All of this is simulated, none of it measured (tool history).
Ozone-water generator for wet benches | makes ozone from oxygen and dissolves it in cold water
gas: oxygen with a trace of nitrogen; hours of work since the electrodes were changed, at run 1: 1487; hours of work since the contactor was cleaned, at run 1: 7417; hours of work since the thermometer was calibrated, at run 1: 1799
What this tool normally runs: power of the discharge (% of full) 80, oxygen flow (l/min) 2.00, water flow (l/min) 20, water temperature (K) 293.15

run   hour  power of the discharge (% of full)  oxygen flow (l/min)  water flow (l/min)  water temperature (K)  hours of work since the electrodes were changed  hours of work since the contactor was cleaned  hours of work since the thermometer was calibrated  dissolved ozone (ppm)  ozone in the gas ahead of the water (g/m3)
  1    0.0                                  80                 2.00                  20                 293.15                                             1487                                           7417                                                1799                    9.4                                       163.0
  2   33.7                                  70                 2.00                  20                 293.15                                             1516                                           7447                                                1829                    8.6                                       149.6
  3   75.7                                  70                 2.00                  20                 293.15                                             1554                                           7484                                                1866                    8.8                                       149.0
  4  116.5                                  70                 2.00                  20                 293.15                                             1590                                           7520                                                1902                    8.8                                       148.4
  5  181.3                                  70                 2.00                  20                 293.15                                             1647                                           7578                                                1960                    8.8                                       148.4
  6  221.5                                  80                 2.00                  20                 293.15                                             1683                                           7614                                                1995                    9.6                                       160.6
  7  262.6                                  80                 3.51                  20                 293.15                                             1720                                           7650                                                2032                    9.7                                       112.5
  8  309.0                                  80                 3.51                  20                 293.15                                             1761                                           7691                                                2073                    9.5                                       112.5
  9  348.2                                  80                 3.51                  20                 293.15                                             1795                                           7726                                                2108                    9.5                                       112.9
 10  376.0                                  80                 3.51                  20                 293.15                                             1820                                           7751                                                2132                    9.7                                       111.7
 11  419.1                                  48                 1.17                  20                 298.15                                             1858                                           7789                                                2171                    6.1                                       165.8
 12  479.7                                  43                 2.37                  18                 290.15                                             1912                                           7843                                                2224                    7.5                                        98.3
 13  544.5                                  53                 2.00                  32                 291.15                                             1970                                           7900                                                2282                    4.4                                       123.9
 14  607.2                                  53                 2.00                  32                 291.15                                             2025                                           7956                                                2337                    4.2                                       123.7
 15  661.5                                  53                 2.00                  32                 291.15                                             2073                                           8004                                                2386                    4.3                                       124.4
 16  698.3                                  61                 2.00                  14                 291.15                                             2106                                           8036                                                2418                   11.4                                       135.3
 17  755.7                                  61                 2.00                  14                 291.15                                             2157                                           8087                                                2469                   11.4                                       135.0

Below are 4 alternative next runs, each starting from the tool's condition after run 17. Predict each:
  A  802.4                                  46                 2.00                  14                 291.15                                             2198                                           8129                                                2510                      ?                                           ?
  B  802.4                                  66                 2.00                  14                 291.15                                             2198                                           8129                                                2510                      ?                                           ?
  C  802.4                                  61                 3.52                  30                 290.15                                             2198                                           8129                                                2510                      ?                                           ?
  D  802.4                                  48                 2.02                  25                 293.15                                             2198                                           8129                                                2510                      ?                                           ?

run  dissolved ozone (ppm)  ozone in the gas ahead of the water (g/m3)
  A                    9.7                                       114.6
  B                   12.0                                       142.0
  C                    5.7                                        93.2
  D                    5.6                                       116.6
Had the tool no hidden state, the same runs would have come out as:
run  dissolved ozone (ppm)  ozone in the gas ahead of the water (g/m3)
  A                   10.3                                       118.8
  B                   13.0                                       149.0
  C                    6.2                                        97.6
  D                    6.0                                       121.1

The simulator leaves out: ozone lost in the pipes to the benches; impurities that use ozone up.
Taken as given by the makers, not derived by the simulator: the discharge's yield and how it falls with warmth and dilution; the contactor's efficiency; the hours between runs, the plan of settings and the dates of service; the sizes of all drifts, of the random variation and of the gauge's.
